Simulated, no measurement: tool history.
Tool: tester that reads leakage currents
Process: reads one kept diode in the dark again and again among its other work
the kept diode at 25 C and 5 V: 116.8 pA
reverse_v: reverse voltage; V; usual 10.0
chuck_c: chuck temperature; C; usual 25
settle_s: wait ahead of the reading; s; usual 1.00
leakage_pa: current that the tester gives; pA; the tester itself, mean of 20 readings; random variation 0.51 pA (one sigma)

{"run": 1, "hour": 0.0, "reverse_v": 10.0, "chuck_c": 25, "settle_s": 1.0, "leakage_pa": 170.76}
{"run": 2, "hour": 63.9, "reverse_v": 10.0, "chuck_c": 25, "settle_s": 1.0, "leakage_pa": 170.59}
{"run": 3, "hour": 153.6, "reverse_v": 10.0, "chuck_c": 25, "settle_s": 1.0, "leakage_pa": 171.41}
{"run": 4, "hour": 202.1, "reverse_v": 10.0, "chuck_c": 25, "settle_s": 1.0, "leakage_pa": 170.42}
{"run": 5, "hour": 276.8, "reverse_v": 10.0, "chuck_c": 25, "settle_s": 1.0, "leakage_pa": 170.31}
{"run": 6, "hour": 352.2, "reverse_v": 10.0, "chuck_c": 25, "settle_s": 1.0, "leakage_pa": 171.43}
{"run": 7, "hour": 464.2, "reverse_v": 10.0, "chuck_c": 25, "settle_s": 1.0, "leakage_pa": 170.62}
{"run": 8, "hour": 527.6, "reverse_v": 10.0, "chuck_c": 25, "settle_s": 1.0, "leakage_pa": 171.34}
{"run": 9, "hour": 636.2, "reverse_v": 10.0, "chuck_c": 25, "settle_s": 1.0, "leakage_pa": 170.38}
{"run": 10, "hour": 704.6, "reverse_v": 10.0, "chuck_c": 25, "settle_s": 1.0, "leakage_pa": 169.68}
{"run": 11, "hour": 821.5, "reverse_v": 10.0, "chuck_c": 23, "settle_s": 1.0, "leakage_pa": 146.08}
{"run": 12, "hour": 935.0, "reverse_v": 10.0, "chuck_c": 23, "settle_s": 1.0, "leakage_pa": 145.86}
{"run": 13, "hour": 987.4, "reverse_v": 10.0, "chuck_c": 23, "settle_s": 1.0, "leakage_pa": 146.1}
{"run": 14, "hour": 1091.5, "reverse_v": 10.0, "chuck_c": 23, "settle_s": 1.0, "leakage_pa": 146.29}
{"run": 15, "hour": 1208.1, "reverse_v": 10.0, "chuck_c": 23, "settle_s": 1.0, "leakage_pa": 145.66}
{"run": 16, "hour": 1263.1, "reverse_v": 10.0, "chuck_c": 23, "settle_s": 1.0, "leakage_pa": 145.93}
{"hour": 1300.0, "done": "probe card cleaned and baked"}
{"run": 17, "hour": 1359.6, "reverse_v": 10.0, "chuck_c": 39, "settle_s": 1.0, "leakage_pa": 482.83}
{"run": 18, "hour": 1427.1, "reverse_v": 10.0, "chuck_c": 25, "settle_s": 0.45, "leakage_pa": 173.36}
{"run": 19, "hour": 1483.5, "reverse_v": 10.0, "chuck_c": 25, "settle_s": 0.45, "leakage_pa": 172.92}
{"run": 20, "hour": 1600.6, "reverse_v": 10.0, "chuck_c": 52, "settle_s": 1.0, "leakage_pa": 1173.8}
{"run": 21, "hour": 1689.6, "reverse_v": 10.0, "chuck_c": 52, "settle_s": 1.0, "leakage_pa": 1172.05}
{"run": 22, "hour": 1760.0, "reverse_v": 1.2, "chuck_c": 33, "settle_s": 0.84, "leakage_pa": 103.1}
{"run": 23, "hour": 1850.5, "reverse_v": 16.2, "chuck_c": 39, "settle_s": 1.88, "leakage_pa": 618.26}
{"run": 24, "hour": 1908.7, "reverse_v": 10.0, "chuck_c": 55, "settle_s": 1.0, "leakage_pa": 1426.74}
{"run": 25, "hour": 2025.9, "reverse_v": 7.9, "chuck_c": 39, "settle_s": 1.65, "leakage_pa": 424.97}
{"run": 26, "hour": 2131.8, "reverse_v": 10.7, "chuck_c": 25, "settle_s": 1.0, "leakage_pa": 176.4}
{"run": 27, "hour": 2217.9, "reverse_v": 10.7, "chuck_c": 31, "settle_s": 8.17, "leakage_pa": 276.57}
{"run": 28, "hour": 2290.0, "reverse_v": 10.7, "chuck_c": 31, "settle_s": 8.17, "leakage_pa": 275.91}
{"run": 29, "hour": 2344.4, "reverse_v": 10.7, "chuck_c": 31, "settle_s": 8.17, "leakage_pa": 276.27}
{"run": 30, "hour": 2404.3, "reverse_v": 10.7, "chuck_c": 31, "settle_s": 8.17, "leakage_pa": 276.43}
{"run": 31, "hour": 2452.8, "reverse_v": 10.7, "chuck_c": 31, "settle_s": 8.17, "leakage_pa": 275.77}
{"hour": 2464.0, "done": "chuck's temperature calibrated"}
{"run": 32, "hour": 2546.8, "reverse_v": 16.4, "chuck_c": 50, "settle_s": 3.22, "leakage_pa": 1327.36}
{"run": 33, "hour": 2625.7, "reverse_v": 2.2, "chuck_c": 32, "settle_s": 1.0, "leakage_pa": 131.15}
{"run": 34, "hour": 2715.2, "reverse_v": 3.4, "chuck_c": 45, "settle_s": 1.0, "leakage_pa": 417.6}
{"run": 35, "hour": 2772.6, "reverse_v": 12.5, "chuck_c": 29, "settle_s": 1.22, "leakage_pa": 259.62}
{"run": 36, "hour": 2844.6, "reverse_v": 12.5, "chuck_c": 29, "settle_s": 1.22, "leakage_pa": 259.67}
{"run": 37, "hour": 2938.3, "reverse_v": 6.5, "chuck_c": 22, "settle_s": 1.22, "leakage_pa": 107.51}
{"run": 38, "hour": 3003.0, "reverse_v": 6.5, "chuck_c": 22, "settle_s": 1.22, "leakage_pa": 106.83}
{"run": 39, "hour": 3067.7, "reverse_v": 10.0, "chuck_c": 33, "settle_s": 1.0, "leakage_pa": 312.15}
{"run": 40, "hour": 3169.8, "reverse_v": 10.0, "chuck_c": 31, "settle_s": 1.0, "leakage_pa": 268.79}
{"run": 41, "hour": 3262.3, "reverse_v": 10.0, "chuck_c": 31, "settle_s": 1.0, "leakage_pa": 268.5}

Some steps in leakage_pa between neighbouring runs. How much of each would the tool show without its hidden state too (settings, what came in, random variation), and how much is left for the hidden state, with any gauge scatter that isn't in both results?
The hidden state here: stray current of the dirty probe card, pA a volt; current scale over the true one, %; true chuck temperature over the reading, C; drift of the gauge itself on leakage_pa, %.
Run 19 -> 20: chuck_c 25 -> 52, settle_s 0.45 -> 1.00. leakage_pa +1000.88 pA: hidden state +1.36, all else +999.52.
Run 21 -> 22: reverse_v 10.0 -> 1.2, chuck_c 52 -> 33, settle_s 1.00 -> 0.84. leakage_pa -1068.95 pA: hidden state -1.50, all else -1067.45.
Run 24 -> 25: reverse_v 10.0 -> 7.9, chuck_c 55 -> 39, settle_s 1.00 -> 1.65. leakage_pa -1001.77 pA: hidden state -1.41, all else -1000.36.
Run 31 -> 32: reverse_v 10.7 -> 16.4, chuck_c 31 -> 50, settle_s 8.17 -> 3.22, chuck's temperature calibrated. leakage_pa +1051.59 pA: hidden state +0.30, all else +1051.29.
Run 32 -> 33: reverse_v 16.4 -> 2.2, chuck_c 50 -> 32, settle_s 3.22 -> 1.00. leakage_pa -1196.21 pA: hidden state -0.76, all else -1195.45.
